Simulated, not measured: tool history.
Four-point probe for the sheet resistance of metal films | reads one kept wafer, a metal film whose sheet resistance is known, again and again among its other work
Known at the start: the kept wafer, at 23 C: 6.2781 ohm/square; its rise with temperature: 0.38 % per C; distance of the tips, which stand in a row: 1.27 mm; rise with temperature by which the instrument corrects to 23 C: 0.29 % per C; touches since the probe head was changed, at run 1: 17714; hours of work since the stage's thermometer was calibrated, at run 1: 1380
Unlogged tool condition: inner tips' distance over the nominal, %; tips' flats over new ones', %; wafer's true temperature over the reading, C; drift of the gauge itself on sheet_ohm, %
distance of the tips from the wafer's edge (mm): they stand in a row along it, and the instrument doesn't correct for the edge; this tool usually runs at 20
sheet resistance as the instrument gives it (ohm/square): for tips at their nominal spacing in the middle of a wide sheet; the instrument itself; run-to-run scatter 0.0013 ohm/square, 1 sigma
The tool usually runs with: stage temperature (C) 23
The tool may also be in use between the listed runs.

| run | hour | stage temperature (C) | distance of the tips from the wafer's edge (mm) | touches since the probe head was changed | hours of work since the stage's thermometer was calibrated | sheet resistance as the instrument gives it (ohm/square) |
|---|---|---|---|---|---|---|
| 1 | 0 | 23 | 20 | 17714 | 1380 | 6.310809 |
| 2 | 13.8 | 23 | 20 | 17945 | 1387 | 6.307907 |
| 3 | 27.9 | 23 | 3 | 18180 | 1394 | 6.843733 |
| 4 | 48.7 | 23 | 20 | 18528 | 1404 | 6.310723 |
| 5 | 79.2 | 23 | 20 | 19036 | 1418 | 6.306516 |
| 6 | 96.1 | 23 | 20 | 19318 | 1426 | 6.312473 |
| 7 | 111.9 | 25 | 40 | 19583 | 1434 | 6.309683 |
| 8 | 126.4 | 25 | 40 | 19824 | 1441 | 6.310383 |
| 9 | 151.4 | 32 | 20 | 20241 | 1453 | 6.359468 |
| 10 | 169.9 | 32 | 20 | 20551 | 1462 | 6.360128 |
| 11 | 196.6 | 32 | 20 | 20997 | 1475 | 6.359775 |

Subtracting, for every run, the result it would have given without the tool's unlogged condition from the measured result gives the following. The same run-to-run variation enters both numbers; the gauge's scatter may not:
| run | sheet resistance as the instrument gives it (ohm/square) |
|---|---|
| 1 | +0.017046 |
| 2 | +0.017029 |
| 3 | +0.01844 |
| 4 | +0.01703 |
| 5 | +0.01699 |
| 6 | +0.016988 |
| 7 | +0.016866 |
| 8 | +0.016847 |
| 9 | +0.016624 |
| 10 | +0.016611 |
| 11 | +0.016589 |
